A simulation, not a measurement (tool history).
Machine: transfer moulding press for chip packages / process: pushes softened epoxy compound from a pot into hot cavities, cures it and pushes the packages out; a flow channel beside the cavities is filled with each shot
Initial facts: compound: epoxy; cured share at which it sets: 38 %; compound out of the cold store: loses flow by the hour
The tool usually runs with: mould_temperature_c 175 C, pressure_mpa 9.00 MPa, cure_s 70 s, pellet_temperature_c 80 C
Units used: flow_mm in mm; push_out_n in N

run,day,mould_temperature_c,pressure_mpa,cure_s,pellet_temperature_c,incoming compound's hours out of the cold store,flow_mm,push_out_n
1,0.000,175,9.00,70,80,15.2,672,390
2,1.000,175,9.00,70,80,47.9,616,346
3,2.188,175,9.00,70,80,21.3,661,352
4,3.112,175,9.00,70,80,36.8,702,454
5,3.933,169,9.00,70,80,28.1,751,648
6,4.658,169,9.00,70,80,20.1,757,531
7,5.517,169,9.00,70,80,44.8,706,656
8,6.300,169,9.00,70,80,39.4,707,607
9,7.133,175,9.00,70,80,17.9,730,345
10,8.233,175,9.00,70,80,30.7,701,334
11,9.067,175,9.00,70,80,29.3,691,444
12,9.762,175,9.00,70,80,43.8,663,387
13,10.346,175,9.00,70,80,23.0,701,471
14,11.221,175,6.99,100,86,37.6,592,234
15,11.892,175,7.89,92,86,27.3,651,198
16,13.192,175,9.00,69,80,14.8,709,396
17,13.838,175,9.00,69,80,17.6,692,482
18,14.958,175,9.00,73,80,10.7,701,411
19,15.562,176,10.56,95,82,38.8,686,199
20,16.225,175,9.50,70,80,30.7,669,458
21,17.162,175,10.21,90,78,11.2,732,259
22,18.483,175,9.00,76,80,21.9,659,371
23,19.775,170,9.00,61,77,42.2,634,812
24,20.542,175,7.32,60,71,28.0,652,617
25,21.671,175,7.32,60,71,12.2,685,616
26,22.596,175,7.32,60,71,13.3,671,797

Not shown: 21 entries that the log had between the listed runs. Between which runs, and how does the tool's hidden state differ before and after?
Between runs 1 and 2: cavities cleaned with cleaning compound and waxed (day 0.888)
  true mould temperature over the reading, C: -0.17 -> -0.19; pressure that reaches the compound, % of what is set: 79.59 -> 78.09; grip of the stained cavities, % over clean ones': 15.3 -> 10.2
  measured minus no-state result, flow_mm: -81 -> -81 mm; push_out_n: +57 -> +36 N
Between runs 2 and 3: mould's thermocouples calibrated (day 1.817); cavities cleaned with cleaning compound and waxed (day 2.146)
  true mould temperature over the reading, C: -0.19 -> 0.4; pressure that reaches the compound, % of what is set: 78.09 -> 76.53; grip of the stained cavities, % over clean ones': 10.2 -> 6
  measured minus no-state result, flow_mm: -81 -> -95 mm; push_out_n: +36 -> +11 N
Between runs 3 and 4: plunger's sealing rings changed (day 2.842)
  true mould temperature over the reading, C: 0.4 -> 0.38; pressure that reaches the compound, % of what is set: 76.53 -> 99.02; grip of the stained cavities, % over clean ones': 6 -> 40.3
  measured minus no-state result, flow_mm: -95 -> -4 mm; push_out_n: +11 -> +121 N
Between runs 4 and 5: cavities cleaned with cleaning compound and waxed (day 3.438)
  true mould temperature over the reading, C: 0.38 -> 0.36; pressure that reaches the compound, % of what is set: 99.02 -> 97.84; grip of the stained cavities, % over clean ones': 40.3 -> 25.5
  measured minus no-state result, flow_mm: -4 -> -9 mm; push_out_n: +121 -> +120 N
Between runs 5 and 6: cavities cleaned with cleaning compound and waxed (day 4.617)
  true mould temperature over the reading, C: 0.36 -> 0.34; pressure that reaches the compound, % of what is set: 97.84 -> 96.89; grip of the stained cavities, % over clean ones': 25.5 -> 3.9
  measured minus no-state result, flow_mm: -9 -> -13 mm; push_out_n: +120 -> +9 N
Between runs 7 and 8: cavities cleaned with cleaning compound and waxed (day 5.838)
  true mould temperature over the reading, C: 0.32 -> 0.31; pressure that reaches the compound, % of what is set: 95.59 -> 94.53; grip of the stained cavities, % over clean ones': 39.3 -> 27.3
  measured minus no-state result, flow_mm: -17 -> -21 mm; push_out_n: +176 -> +120 N
Between runs 8 and 9: cavities cleaned with cleaning compound and waxed (day 7.029)
  true mould temperature over the reading, C: 0.31 -> 0.29; pressure that reaches the compound, % of what is set: 94.53 -> 93.47; grip of the stained cavities, % over clean ones': 27.3 -> 5.6
  measured minus no-state result, flow_mm: -21 -> -26 mm; push_out_n: +120 -> +12 N
Between runs 9 and 10: cavities cleaned with cleaning compound and waxed (day 8.208)
  true mould temperature over the reading, C: 0.29 -> 0.26; pressure that reaches the compound, % of what is set: 93.47 -> 91.87; grip of the stained cavities, % over clean ones': 5.6 -> 1.8
  measured minus no-state result, flow_mm: -26 -> -31 mm; push_out_n: +12 -> +0 N
Between runs 11 and 12: cavities cleaned with cleaning compound and waxed (day 9.396)
  true mould temperature over the reading, C: 0.24 -> 0.23; pressure that reaches the compound, % of what is set: 90.77 -> 89.84; grip of the stained cavities, % over clean ones': 37.6 -> 19.8
  measured minus no-state result, flow_mm: -35 -> -37 mm; push_out_n: +117 -> +59 N
Between runs 13 and 14: cavities cleaned with cleaning compound and waxed (day 10.600)
  true mould temperature over the reading, C: 0.21 -> 0.19; pressure that reaches the compound, % of what is set: 88.99 -> 87.75; grip of the stained cavities, % over clean ones': 39.8 -> 30.4
  measured minus no-state result, flow_mm: -43 -> -41 mm; push_out_n: +130 -> +53 N
Between runs 14 and 15: cavities cleaned with cleaning compound and waxed (day 11.796)
  true mould temperature over the reading, C: 0.19 -> 0.18; pressure that reaches the compound, % of what is set: 87.75 -> 86.89; grip of the stained cavities, % over clean ones': 30.4 -> 7
  measured minus no-state result, flow_mm: -41 -> -47 mm; push_out_n: +53 -> +12 N
Between runs 15 and 16: cavities cleaned with cleaning compound and waxed (day 13.033)
  true mould temperature over the reading, C: 0.18 -> 0.15; pressure that reaches the compound, % of what is set: 86.89 -> 85.09; grip of the stained cavities, % over clean ones': 7 -> 10.3
  measured minus no-state result, flow_mm: -47 -> -60 mm; push_out_n: +12 -> +33 N
Between runs 17 and 18: cavities cleaned with cleaning compound and waxed (day 14.233)
  true mould temperature over the reading, C: 0.13 -> 0.11; pressure that reaches the compound, % of what is set: 84.09 -> 82.65; grip of the stained cavities, % over clean ones': 36.6 -> 34.3
  measured minus no-state result, flow_mm: -62 -> -70 mm; push_out_n: +126 -> +103 N
Between runs 18 and 19: cavities cleaned with cleaning compound and waxed (day 15.404)
  true mould temperature over the reading, C: 0.11 -> 0.09; pressure that reaches the compound, % of what is set: 82.65 -> 81.87; grip of the stained cavities, % over clean ones': 34.3 -> 10.1
  measured minus no-state result, flow_mm: -70 -> -73 mm; push_out_n: +103 -> +18 N
Between runs 20 and 21: cavities cleaned with cleaning compound and waxed (day 16.575)
  true mould temperature over the reading, C: 0.07 -> 0.05; pressure that reaches the compound, % of what is set: 81.02 -> 79.8; grip of the stained cavities, % over clean ones': 37.9 -> 29.8
  measured minus no-state result, flow_mm: -75 -> -87 mm; push_out_n: +124 -> +58 N
Between runs 21 and 22: cavities cleaned with cleaning compound and waxed (day 17.792)
  true mould temperature over the reading, C: 0.05 -> 0.02; pressure that reaches the compound, % of what is set: 79.8 -> 78.03; grip of the stained cavities, % over clean ones': 29.8 -> 32.9
  measured minus no-state result, flow_mm: -87 -> -87 mm; push_out_n: +58 -> +92 N
Between runs 22 and 23: cavities cleaned with cleaning compound and waxed (day 19.017)
  true mould temperature over the reading, C: 0.02 -> -0.01; pressure that reaches the compound, % of what is set: 78.03 -> 76.27; grip of the stained cavities, % over clean ones': 32.9 -> 33.3
  measured minus no-state result, flow_mm: -87 -> -91 mm; push_out_n: +92 -> +202 N
Between runs 23 and 24: plunger's sealing rings changed (day 20.175); cavities cleaned with cleaning compound and waxed (day 20.350)
  true mould temperature over the reading, C: -0.01 -> -0.02; pressure that reaches the compound, % of what is set: 76.27 -> 99.52; grip of the stained cavities, % over clean ones': 33.3 -> 11
  measured minus no-state result, flow_mm: -91 -> -1 mm; push_out_n: +202 -> +61 N
Between runs 24 and 25: cavities cleaned with cleaning compound and waxed (day 21.588)
  true mould temperature over the reading, C: -0.02 -> -0.05; pressure that reaches the compound, % of what is set: 99.52 -> 97.82; grip of the stained cavities, % over clean ones': 11 -> 6.8
  measured minus no-state result, flow_mm: -1 -> -7 mm; push_out_n: +61 -> +41 N
